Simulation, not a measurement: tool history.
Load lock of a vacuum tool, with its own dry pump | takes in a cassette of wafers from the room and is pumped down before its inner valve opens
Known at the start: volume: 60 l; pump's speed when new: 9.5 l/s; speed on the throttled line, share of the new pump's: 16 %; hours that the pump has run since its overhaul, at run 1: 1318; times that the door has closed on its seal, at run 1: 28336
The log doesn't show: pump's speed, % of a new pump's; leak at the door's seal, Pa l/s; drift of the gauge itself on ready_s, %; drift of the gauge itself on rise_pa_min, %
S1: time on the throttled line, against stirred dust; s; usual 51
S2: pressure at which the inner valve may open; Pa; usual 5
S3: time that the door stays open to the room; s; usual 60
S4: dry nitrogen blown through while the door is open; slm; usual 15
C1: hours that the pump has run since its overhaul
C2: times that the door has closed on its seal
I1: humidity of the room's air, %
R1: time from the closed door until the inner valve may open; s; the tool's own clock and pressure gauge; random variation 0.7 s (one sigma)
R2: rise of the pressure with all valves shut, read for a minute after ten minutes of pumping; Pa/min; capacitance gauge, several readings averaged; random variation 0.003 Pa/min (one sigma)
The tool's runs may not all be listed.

{"run": 1, "day": 0.0, "S1": 51, "S2": 5, "S3": 60, "S4": 15, "C1": 1318, "C2": 28336, "I1": 42.8, "R1": 107.1, "R2": 0.249}
{"run": 2, "day": 8.3, "S1": 51, "S2": 5, "S3": 60, "S4": 15, "C1": 1517, "C2": 29316, "I1": 46.2, "R1": 107.1, "R2": 0.262}
{"run": 3, "day": 23.017, "S1": 51, "S2": 5, "S3": 60, "S4": 31, "C1": 1870, "C2": 31054, "I1": 42.0, "R1": 106.8, "R2": 0.268}
{"run": 4, "day": 33.412, "S1": 51, "S2": 5, "S3": 60, "S4": 31, "C1": 2120, "C2": 32281, "I1": 47.2, "R1": 107.8, "R2": 0.296}
{"run": 5, "day": 46.033, "S1": 51, "S2": 5, "S3": 60, "S4": 15, "C1": 2423, "C2": 33772, "I1": 45.1, "R1": 107.6, "R2": 0.32}
{"run": 6, "day": 55.058, "S1": 51, "S2": 5, "S3": 60, "S4": 15, "C1": 2639, "C2": 34837, "I1": 42.1, "R1": 108.3, "R2": 0.326}
{"run": 7, "day": 64.579, "S1": 51, "S2": 5, "S3": 60, "S4": 15, "C1": 2868, "C2": 35961, "I1": 45.2, "R1": 109.0, "R2": 0.358}
{"run": 8, "day": 80.342, "S1": 51, "S2": 5, "S3": 60, "S4": 27, "C1": 3246, "C2": 37822, "I1": 45.5, "R1": 108.0, "R2": 0.369}
{"run": 9, "day": 97.379, "S1": 51, "S2": 5, "S3": 60, "S4": 27, "C1": 3655, "C2": 39834, "I1": 46.7, "R1": 108.6, "R2": 0.402}
{"run": 10, "day": 113.588, "S1": 75, "S2": 5, "S3": 60, "S4": 15, "C1": 4044, "C2": 41747, "I1": 42.0, "R1": 129.8, "R2": 0.435}
{"run": 11, "day": 125.708, "S1": 86, "S2": 5, "S3": 60, "S4": 15, "C1": 4335, "C2": 43179, "I1": 43.1, "R1": 137.7, "R2": 0.456}
{"run": 12, "day": 136.396, "S1": 86, "S2": 5, "S3": 60, "S4": 15, "C1": 4591, "C2": 44440, "I1": 47.8, "R1": 137.4, "R2": 0.483}
{"run": 13, "day": 145.438, "S1": 51, "S2": 5, "S3": 60, "S4": 15, "C1": 4808, "C2": 45508, "I1": 44.1, "R1": 109.4, "R2": 0.487}
{"run": 14, "day": 153.817, "S1": 51, "S2": 5, "S3": 60, "S4": 10, "C1": 5010, "C2": 46497, "I1": 45.2, "R1": 110.5, "R2": 0.522}
{"run": 15, "day": 165.217, "S1": 51, "S2": 5, "S3": 32, "S4": 23, "C1": 5283, "C2": 47843, "I1": 43.7, "R1": 109.7, "R2": 0.522}
{"run": 16, "day": 176.279, "S1": 51, "S2": 5, "S3": 32, "S4": 23, "C1": 5549, "C2": 49149, "I1": 43.5, "R1": 109.9, "R2": 0.537}
{"run": 17, "day": 190.025, "S1": 66, "S2": 5, "S3": 44, "S4": 23, "C1": 5879, "C2": 50772, "I1": 45.0, "R1": 122.8, "R2": 0.57}
{"day": 197.412, "done": "door's seal changed, seat wiped"}
{"run": 18, "day": 198.779, "S1": 33, "S2": 5, "S3": 60, "S4": 23, "C1": 6087, "C2": 161, "I1": 43.0, "R1": 95.1, "R2": 0.024}
{"run": 19, "day": 213.417, "S1": 32, "S2": 5, "S3": 33, "S4": 15, "C1": 6438, "C2": 1890, "I1": 44.5, "R1": 93.9, "R2": 0.029}
{"run": 20, "day": 227.625, "S1": 32, "S2": 5, "S3": 33, "S4": 15, "C1": 6779, "C2": 3567, "I1": 46.9, "R1": 96.0, "R2": 0.033}
{"run": 21, "day": 239.667, "S1": 31, "S2": 5, "S3": 80, "S4": 21, "C1": 7068, "C2": 4989, "I1": 43.3, "R1": 93.6, "R2": 0.047}
{"run": 22, "day": 253.367, "S1": 31, "S2": 5, "S3": 80, "S4": 21, "C1": 7397, "C2": 6606, "I1": 47.9, "R1": 94.6, "R2": 0.061}
{"run": 23, "day": 260.533, "S1": 31, "S2": 5, "S3": 80, "S4": 21, "C1": 7569, "C2": 7452, "I1": 43.8, "R1": 95.3, "R2": 0.061}
{"run": 24, "day": 268.042, "S1": 51, "S2": 5, "S3": 60, "S4": 15, "C1": 7749, "C2": 8339, "I1": 48.2, "R1": 111.8, "R2": 0.069}
{"run": 25, "day": 281.971, "S1": 51, "S2": 6, "S3": 28, "S4": 15, "C1": 8084, "C2": 9983, "I1": 47.6, "R1": 110.1, "R2": 0.066}
{"run": 26, "day": 291.621, "S1": 51, "S2": 5, "S3": 60, "S4": 5, "C1": 8315, "C2": 11123, "I1": 48.0, "R1": 111.5, "R2": 0.088}
{"run": 27, "day": 301.833, "S1": 35, "S2": 6, "S3": 59, "S4": 20, "C1": 8560, "C2": 12329, "I1": 48.0, "R1": 98.0, "R2": 0.085}

Hidden state or all else? Some run-to-run changes of R1, split into what the settings, what came in and random variation would give without the hidden state, and what is left for the hidden state (with any gauge scatter that isn't in both results):
Run 12 -> 13: S1 86 -> 51. R1 -28.0 s: hidden state +0.5, all else -28.5.
Run 17 -> 18: S1 66 -> 33, S3 44 -> 60, door's seal changed, seat wiped. R1 -27.7 s: hidden state +0.5, all else -28.2.

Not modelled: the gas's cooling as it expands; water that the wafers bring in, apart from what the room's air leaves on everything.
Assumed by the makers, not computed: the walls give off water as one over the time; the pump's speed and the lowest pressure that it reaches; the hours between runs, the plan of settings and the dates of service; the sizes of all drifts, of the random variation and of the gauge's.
